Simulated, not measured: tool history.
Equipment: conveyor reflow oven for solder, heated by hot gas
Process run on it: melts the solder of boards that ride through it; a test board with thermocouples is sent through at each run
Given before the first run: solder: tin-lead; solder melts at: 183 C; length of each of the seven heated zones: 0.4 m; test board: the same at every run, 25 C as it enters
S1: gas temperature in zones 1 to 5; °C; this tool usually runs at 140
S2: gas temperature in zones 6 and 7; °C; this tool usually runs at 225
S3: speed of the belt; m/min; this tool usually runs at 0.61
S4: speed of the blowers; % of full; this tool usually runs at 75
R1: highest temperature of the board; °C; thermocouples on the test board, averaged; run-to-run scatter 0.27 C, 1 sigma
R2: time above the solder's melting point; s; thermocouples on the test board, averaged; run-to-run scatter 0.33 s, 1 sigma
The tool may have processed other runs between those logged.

| run | hour | S1 | S2 | S3 | S4 | R1 | R2 |
|---|---|---|---|---|---|---|---|
| 1 | 0 | 140 | 225 | 0.61 | 75 | 212.2 | 56 |
| 2 | 11.5 | 140 | 225 | 0.61 | 75 | 211.9 | 55.8 |
| 3 | 29.2 | 148 | 225 | 0.61 | 75 | 213.1 | 60.6 |
| 4 | 37.7 | 148 | 225 | 0.61 | 75 | 213.4 | 59.5 |
| 5 | 55.4 | 140 | 225 | 0.61 | 75 | 211.7 | 55.6 |
| 6 | 74.4 | 140 | 225 | 0.61 | 75 | 211.5 | 55.3 |
| 7 | 85.3 | 140 | 225 | 0.61 | 75 | 211.8 | 55.7 |
| 8 | 101.5 | 140 | 225 | 0.61 | 75 | 211.3 | 55.9 |
| 9 | 117 | 126 | 225 | 0.61 | 75 | 209.3 | 48.6 |
| 10 | 131.5 | 140 | 225 | 0.552 | 84 | 215.9 | 66.6 |
| 11 | 145.4 | 140 | 225 | 0.552 | 84 | 215.7 | 67.1 |
| 12 | 158.2 | 140 | 225 | 0.552 | 84 | 215.2 | 66.8 |
| 13 | 172.2 | 140 | 225 | 0.552 | 84 | 215.5 | 66.9 |
| 14 | 183.2 | 133 | 225 | 0.729 | 73 | 203.4 | 35.7 |
| 15 | 194.2 | 132 | 232 | 0.729 | 68 | 207.9 | 38.9 |
| 16 | 209.1 | 132 | 227 | 0.729 | 80 | 207.1 | 38.9 |
| 17 | 220.1 | 136 | 229 | 0.671 | 80 | 212.4 | 48.7 |

5 options for the next run, each taken on its own from the tool as it stands now. Forecast them:
| A | 235.1 | 136 | 216 | 0.671 | 80 | ? | ? |
| B | 235.1 | 136 | 229 | 0.705 | 80 | ? | ? |
| C | 235.1 | 140 | 236 | 0.659 | 90 | ? | ? |
| D | 235.1 | 147 | 225 | 0.61 | 75 | ? | ? |
| E | 235.1 | 136 | 220 | 0.649 | 51 | ? | ? |

| run | R1 | R2 |
|---|---|---|
| A | 200.7 | 37.5 |
| B | 210.1 | 45.2 |
| C | 221.5 | 58.7 |
| D | 212.2 | 58.7 |
| E | 197.4 | 31.8 |
With the hidden condition removed and each run's random variation left untouched, the same runs would have given:
| run | R1 | R2 |
|---|---|---|
| A | 202.6 | 40.4 |
| B | 212.3 | 47.4 |
| C | 223.6 | 60.1 |
| D | 213.7 | 60.3 |
| E | 198.9 | 34.4 |
